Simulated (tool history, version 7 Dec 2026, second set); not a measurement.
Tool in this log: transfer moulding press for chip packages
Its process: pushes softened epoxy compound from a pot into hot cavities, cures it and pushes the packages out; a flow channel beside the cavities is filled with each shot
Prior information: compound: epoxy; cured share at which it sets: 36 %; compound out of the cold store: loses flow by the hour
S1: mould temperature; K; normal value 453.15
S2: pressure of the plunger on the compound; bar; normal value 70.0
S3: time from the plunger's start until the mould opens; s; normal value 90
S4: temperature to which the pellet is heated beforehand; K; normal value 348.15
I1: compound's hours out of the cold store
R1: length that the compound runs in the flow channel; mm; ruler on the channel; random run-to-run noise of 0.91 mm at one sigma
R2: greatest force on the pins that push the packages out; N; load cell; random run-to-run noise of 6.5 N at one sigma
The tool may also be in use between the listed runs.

run,hour,S1,S2,S3,S4,I1,R1,R2
1,0.0,453.15,70.0,90,348.15,46.4,666.0,481
2,15.3,453.15,70.0,79,348.15,9.4,760.9,679
3,30.7,454.15,70.0,90,348.15,32.7,694.9,477
4,40.5,453.15,70.0,90,354.15,28.8,706.1,513
# hour 43.4: cavities cleaned with cleaning compound and waxed
5,55.6,453.15,70.0,90,348.15,26.4,713.3,314
# hour 65.9: plunger's sealing rings changed
6,69.6,453.15,70.0,90,348.15,44.8,685.9,330
7,79.7,453.15,70.0,75,348.15,35.7,706.5,513
8,89.3,453.15,70.0,75,348.15,28.5,723.9,552
9,99.3,453.15,70.0,90,348.15,34.3,711.2,403
10,112.4,453.15,70.0,90,340.15,11.7,769.2,464
11,123.3,453.15,70.0,90,340.15,9.8,774.2,487
12,135.9,453.15,70.0,90,340.15,9.5,774.3,477
# hour 142.2: mould's thermocouples calibrated
13,154.8,453.15,70.0,90,340.15,36.6,702.7,508
14,166.5,453.15,70.0,75,348.15,45.1,681.7,704
15,175.5,453.15,70.0,75,348.15,12.4,765.4,758
# hour 187.4: cavities cleaned with cleaning compound and waxed
16,187.4,453.15,70.0,75,348.15,29.4,718.6,390
17,202.4,453.15,70.3,90,341.15,33.2,711.7,329
18,209.7,456.15,70.0,90,348.15,47.6,666.3,312
19,223.9,456.15,70.0,90,348.15,43.4,674.5,341
20,236.2,448.15,53.3,110,352.15,9.1,689.8,405
21,244.5,448.15,70.0,80,348.15,39.6,705.4,728
22,259.0,448.15,70.0,80,348.15,20.0,759.2,811
23,268.5,448.15,70.0,80,348.15,23.5,746.5,847
24,276.8,456.15,76.2,95,350.15,27.8,741.8,426
25,292.8,453.15,86.4,126,357.15,20.2,819.2,422
26,300.6,453.15,86.4,126,357.15,28.1,795.0,427
27,311.6,453.15,86.4,126,357.15,39.7,764.2,442
28,323.5,453.15,58.8,124,348.15,38.4,632.6,438
# hour 327.8: cavities cleaned with cleaning compound and waxed
29,339.8,459.15,63.3,117,343.15,16.6,692.9,262

Branching from run 29: 4 alternative next runs. What would each branch give?
A,355.4,453.15,70.0,101,348.15,19.8,?,?
B,355.4,453.15,70.0,87,345.15,38.2,?,?
C,355.4,459.15,57.3,70,342.15,20.4,?,?
D,355.4,453.15,59.0,90,349.15,8.8,?,?

run,R1,R2
A,738.3,317
B,689.7,372
C,649.6,424
D,704.6,357
With the hidden condition removed and each run's random variation left untouched, the same runs would have given:
run,R1,R2
A,753.0,234
B,703.5,275
C,662.5,314
D,718.6,265
